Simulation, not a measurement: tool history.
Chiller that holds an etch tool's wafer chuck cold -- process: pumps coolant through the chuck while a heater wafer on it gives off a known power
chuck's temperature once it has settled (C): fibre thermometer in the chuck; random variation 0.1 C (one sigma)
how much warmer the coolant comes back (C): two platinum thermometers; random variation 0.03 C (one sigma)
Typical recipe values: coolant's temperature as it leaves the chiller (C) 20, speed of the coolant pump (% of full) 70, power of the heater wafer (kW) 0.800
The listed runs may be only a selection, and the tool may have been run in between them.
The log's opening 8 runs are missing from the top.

run,hour,coolant's temperature as it leaves the chiller (C),speed of the coolant pump (% of full),power of the heater wafer (kW),chuck's temperature once it has settled (C),how much warmer the coolant comes back (C)
9,598.0,20,70,0.800,28.1,3.04
10,694.3,20,70,0.800,28.0,3.09
# hour 751.3: chiller's thermometer calibrated
11,787.2,20,70,0.800,28.0,3.03
12,844.0,20,70,0.800,27.9,3.06
13,920.9,20,70,0.800,28.0,3.04
14,1007.0,20,70,0.800,28.0,3.04
15,1095.5,27,70,0.800,35.1,3.04
16,1160.5,27,70,0.800,35.0,2.97

Run 17 is up next; what results do you expect?
17,1232.4,26,88,0.890,?,?

chuck's temperature once it has settled (C): 33.6
how much warmer the coolant comes back (C): 2.63
On a tool with no hidden condition, and with the same random variation, this run would have come out at chuck's temperature once it has settled (C) 33.6, how much warmer the coolant comes back (C) 2.78.
